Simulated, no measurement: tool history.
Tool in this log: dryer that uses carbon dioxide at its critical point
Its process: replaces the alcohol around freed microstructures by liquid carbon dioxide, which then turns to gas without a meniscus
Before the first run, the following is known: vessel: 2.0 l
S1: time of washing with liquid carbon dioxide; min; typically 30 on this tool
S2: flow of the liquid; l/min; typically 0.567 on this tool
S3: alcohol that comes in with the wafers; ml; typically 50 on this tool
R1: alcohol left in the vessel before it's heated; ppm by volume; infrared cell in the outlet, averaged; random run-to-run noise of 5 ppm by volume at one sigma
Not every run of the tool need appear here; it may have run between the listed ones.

{"run": 1, "hour": 0.0, "S1": 30, "S2": 0.567, "S3": 50, "R1": 166}
{"run": 2, "hour": 12.8, "S1": 35, "S2": 0.567, "S3": 50, "R1": 150}
{"run": 3, "hour": 31.4, "S1": 35, "S2": 0.567, "S3": 50, "R1": 159}
{"run": 4, "hour": 50.0, "S1": 30, "S2": 0.567, "S3": 50, "R1": 185}
{"run": 5, "hour": 61.1, "S1": 30, "S2": 0.567, "S3": 50, "R1": 187}
{"run": 6, "hour": 85.6, "S1": 34, "S2": 0.567, "S3": 50, "R1": 178}
{"hour": 98.4, "done": "inlet filter changed"}
{"run": 7, "hour": 106.7, "S1": 34, "S2": 0.567, "S3": 50, "R1": 181}
{"run": 8, "hour": 122.8, "S1": 34, "S2": 0.567, "S3": 50, "R1": 189}
{"run": 9, "hour": 145.1, "S1": 34, "S2": 0.567, "S3": 50, "R1": 203}
{"run": 10, "hour": 156.0, "S1": 34, "S2": 0.567, "S3": 50, "R1": 198}
{"run": 11, "hour": 168.5, "S1": 30, "S2": 0.504, "S3": 50, "R1": 231}
{"run": 12, "hour": 181.1, "S1": 30, "S2": 0.504, "S3": 50, "R1": 244}
{"run": 13, "hour": 200.8, "S1": 30, "S2": 0.504, "S3": 50, "R1": 247}
{"run": 14, "hour": 219.7, "S1": 30, "S2": 0.504, "S3": 50, "R1": 265}
{"run": 15, "hour": 238.2, "S1": 30, "S2": 0.509, "S3": 50, "R1": 260}
{"run": 16, "hour": 262.0, "S1": 30, "S2": 0.509, "S3": 50, "R1": 275}
{"run": 17, "hour": 273.1, "S1": 30, "S2": 0.567, "S3": 50, "R1": 262}
{"run": 18, "hour": 288.8, "S1": 30, "S2": 0.567, "S3": 50, "R1": 267}
{"run": 19, "hour": 301.8, "S1": 30, "S2": 0.365, "S3": 50, "R1": 510}
{"run": 20, "hour": 324.9, "S1": 30, "S2": 0.875, "S3": 50, "R1": 253}
{"run": 21, "hour": 338.5, "S1": 30, "S2": 0.875, "S3": 50, "R1": 266}
{"run": 22, "hour": 357.0, "S1": 30, "S2": 0.875, "S3": 50, "R1": 269}
{"run": 23, "hour": 381.6, "S1": 30, "S2": 0.567, "S3": 50, "R1": 296}
{"run": 24, "hour": 404.3, "S1": 42, "S2": 0.507, "S3": 51, "R1": 286}
{"run": 25, "hour": 419.7, "S1": 42, "S2": 0.507, "S3": 51, "R1": 291}
{"run": 26, "hour": 442.1, "S1": 20, "S2": 0.469, "S3": 105, "R1": 1546}
{"run": 27, "hour": 456.6, "S1": 30, "S2": 0.567, "S3": 96, "R1": 349}
{"hour": 467.0, "done": "purifier's bed changed"}
{"run": 28, "hour": 477.2, "S1": 37, "S2": 0.567, "S3": 112, "R1": 27}
{"run": 29, "hour": 499.3, "S1": 20, "S2": 0.567, "S3": 50, "R1": 304}
{"run": 30, "hour": 520.8, "S1": 24, "S2": 0.951, "S3": 68, "R1": 38}
{"run": 31, "hour": 542.5, "S1": 45, "S2": 0.567, "S3": 50, "R1": 32}
{"run": 32, "hour": 563.2, "S1": 47, "S2": 0.603, "S3": 24, "R1": 32}
{"run": 33, "hour": 581.5, "S1": 47, "S2": 0.603, "S3": 24, "R1": 48}
{"run": 34, "hour": 596.0, "S1": 30, "S2": 0.882, "S3": 50, "R1": 54}
{"run": 35, "hour": 609.1, "S1": 42, "S2": 0.585, "S3": 50, "R1": 62}
{"run": 36, "hour": 629.0, "S1": 40, "S2": 0.652, "S3": 63, "R1": 70}
{"run": 37, "hour": 644.1, "S1": 21, "S2": 0.62, "S3": 40, "R1": 210}
{"run": 38, "hour": 657.1, "S1": 28, "S2": 0.792, "S3": 100, "R1": 78}
{"run": 39, "hour": 675.7, "S1": 28, "S2": 0.792, "S3": 100, "R1": 94}
{"run": 40, "hour": 686.7, "S1": 21, "S2": 0.942, "S3": 84, "R1": 107}
{"hour": 708.7, "done": "inlet filter changed"}
{"run": 41, "hour": 710.0, "S1": 30, "S2": 0.567, "S3": 63, "R1": 118}
{"run": 42, "hour": 726.6, "S1": 32, "S2": 0.914, "S3": 63, "R1": 97}
{"run": 43, "hour": 746.8, "S1": 32, "S2": 0.914, "S3": 63, "R1": 112}
{"run": 44, "hour": 759.8, "S1": 18, "S2": 0.761, "S3": 30, "R1": 169}
{"run": 45, "hour": 773.4, "S1": 28, "S2": 0.759, "S3": 36, "R1": 125}

Hidden state or all else? Some run-to-run changes of R1, split into what the settings, what came in and random variation would give without the hidden state, and what is left for the hidden state (with any gauge scatter that isn't in both results):
Unlogged tool condition in this case: flow that reaches the vessel past the clogged filter, %; alcohol in the recycled carbon dioxide, ppm; drift of the gauge itself on alcohol_ppm, %.
Run 25 -> 26: S1 42 -> 20, S2 0.507 -> 0.469, S3 51 -> 105. R1 +1255 ppm by volume: hidden state +278, all else +977.
Run 26 -> 27: S1 20 -> 30, S2 0.469 -> 0.567, S3 105 -> 96. R1 -1197 ppm by volume: hidden state -252, all else -945.
Run 27 -> 28: S1 30 -> 37, S3 96 -> 112, purifier's bed changed. R1 -322 ppm by volume: hidden state -303, all else -19.
